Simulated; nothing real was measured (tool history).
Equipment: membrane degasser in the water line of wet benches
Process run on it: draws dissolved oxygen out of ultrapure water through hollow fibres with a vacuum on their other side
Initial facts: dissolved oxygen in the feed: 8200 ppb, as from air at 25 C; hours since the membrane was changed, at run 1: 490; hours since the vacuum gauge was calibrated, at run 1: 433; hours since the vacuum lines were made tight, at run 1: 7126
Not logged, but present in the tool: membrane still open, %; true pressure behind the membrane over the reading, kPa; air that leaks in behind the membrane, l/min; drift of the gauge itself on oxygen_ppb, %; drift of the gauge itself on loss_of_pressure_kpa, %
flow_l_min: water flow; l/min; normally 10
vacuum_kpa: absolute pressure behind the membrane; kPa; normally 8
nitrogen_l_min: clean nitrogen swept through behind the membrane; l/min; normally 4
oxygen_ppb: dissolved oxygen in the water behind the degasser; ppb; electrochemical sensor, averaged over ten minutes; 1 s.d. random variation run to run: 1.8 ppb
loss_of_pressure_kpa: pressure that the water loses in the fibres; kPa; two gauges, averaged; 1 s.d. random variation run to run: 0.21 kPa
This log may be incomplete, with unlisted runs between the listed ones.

run   hour  flow_l_min  vacuum_kpa  nitrogen_l_min  hours since the membrane was changed  hours since the vacuum gauge was calibrated  hours since the vacuum lines were made tight  oxygen_ppb  loss_of_pressure_kpa
  1      0          10           8               4                                   490                                          433                                          7126       176.1                    47
  2   35.2          10           8               4                                   526                                          469                                          7161       174.8                 47.14
  3   80.3          10           8               4                                   571                                          514                                          7206       173.7                 46.96
  4  124.5          10           8               4                                   615                                          558                                          7250       174.5                 47.12
  5    153          10           8               4                                   643                                          586                                          7279       178.7                 46.67
  6  184.8          10           8               4                                   675                                          618                                          7311       175.3                 46.71
  7  209.4          10           8               4                                   700                                          643                                          7335         178                 47.17
  8  254.3          10       13.72               4                                   745                                          688                                          7380       214.9                 47.08
  9  291.6          10       13.72               4                                   782                                          725                                          7417         213                 47.15
 10  320.2          10       13.72               4                                   811                                          754                                          7446       208.6                 47.08
 11  366.8          10       13.72               4                                   857                                          800                                          7493       211.3                 46.85
     369.7  -- vacuum gauge calibrated
 12  392.3          10           8               4                                   882                                           23                                          7518       179.3                  46.6
 13    440          10           8               4                                   930                                           70                                          7565       177.2                 47.37
 14  476.9          10           8               9                                   967                                          107                                          7602       159.1                  46.9
 15  511.3           7           8               4                                  1001                                          142                                          7637          59                 32.86
 16  532.4           7           8               4                                  1022                                          163                                          7658        59.9                 33.01
     543.7  -- vacuum gauge calibrated, once more
 17  558.3           7        5.85               4                                  1048                                           15                                          7683        50.4                 32.92
 18  580.2           7        5.85               4                                  1070                                           36                                          7705        50.9                 32.67
 19  599.9           7       10.83               4                                  1089                                           56                                          7725        71.1                 33.03

Estimate the outcome of run 20 from the log above:
 20  626.6           7       17.22            7.41                                  1116                                           83                                          7751           ?                     ?

{"run 20": {"oxygen_ppb": 72.7, "loss_of_pressure_kpa": 32.95}}
Minus the tool's unlogged condition, the same run would have read oxygen_ppb 70 ppb, loss_of_pressure_kpa 32.81 kPa.
